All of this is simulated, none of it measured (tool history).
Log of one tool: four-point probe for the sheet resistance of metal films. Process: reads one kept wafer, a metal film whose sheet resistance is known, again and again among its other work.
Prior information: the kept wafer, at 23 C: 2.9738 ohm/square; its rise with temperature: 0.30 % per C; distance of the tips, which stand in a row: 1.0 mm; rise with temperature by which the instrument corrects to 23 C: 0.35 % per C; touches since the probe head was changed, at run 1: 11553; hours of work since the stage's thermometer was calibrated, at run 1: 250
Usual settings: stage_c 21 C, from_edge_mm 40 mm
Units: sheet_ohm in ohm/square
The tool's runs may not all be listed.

run   hour  stage_c  from_edge_mm  touches since the probe head was changed  hours of work since the stage's thermometer was calibrated  sheet_ohm
  1    0.0       21            40                                     11553                                                         250   2.971355
  2   15.1       21            40                                     11928                                                         259   2.970613
  3   22.5       21            40                                     12113                                                         264   2.969346
  4   37.6       24            40                                     12488                                                         272   2.966835
  5   50.1       21            40                                     12799                                                         280   2.969750
  6   59.7       21            20                                     13039                                                         286   2.973053
  7   70.2       21            20                                     13299                                                         292   2.972706
  8   82.2       21            20                                     13597                                                         299   2.972847
  9   89.0       21            20                                     13768                                                         303   2.973128
 10  101.1       21            40                                     14068                                                         310   2.969683
 11  115.5       21            40                                     14426                                                         319   2.969935
 12  127.6       21            40                                     14728                                                         326   2.970321
 13  136.6       21            40                                     14952                                                         331   2.970204
 14  146.0       28             6                                     15186                                                         337   3.002940
 15  161.7       28             6                                     15577                                                         346   3.003014
 16  172.0       25            19                                     15832                                                         352   2.967840
 17  186.4       33            19                                     16192                                                         361   2.958914
 18  196.1       33            19                                     16431                                                         366   2.958741
 19  209.9       33            19                                     16776                                                         374   2.957495
 20  220.3       32            55                                     17035                                                         381   2.954780
 21  235.2       34            12                                     17406                                                         389   2.962841
 22  247.2       34             7                                     17703                                                         397   2.984145
 23  253.7       20             6                                     17866                                                         400   3.012548
 24  264.2       34            24                                     18127                                                         407   2.954357
 25  273.6       26             3                                     18361                                                         412   3.128736
 26  282.4       21            68                                     18579                                                         417   2.968792

Below are 3 alternative next runs, each starting from the tool's condition after run 26. Predict each:
  A  297.9       21            68                                     18964                                                         427          ?
  B  297.9       30            10                                     18964                                                         427          ?
  C  297.9       27             3                                     18964                                                         427          ?

run  sheet_ohm
  A   2.967653
  B   2.972686
  C   3.127275
The same runs, with their run-to-run variation unchanged, on a tool lacking any hidden condition would have given:
run  sheet_ohm
  A   2.976212
  B   2.981288
  C   3.136269

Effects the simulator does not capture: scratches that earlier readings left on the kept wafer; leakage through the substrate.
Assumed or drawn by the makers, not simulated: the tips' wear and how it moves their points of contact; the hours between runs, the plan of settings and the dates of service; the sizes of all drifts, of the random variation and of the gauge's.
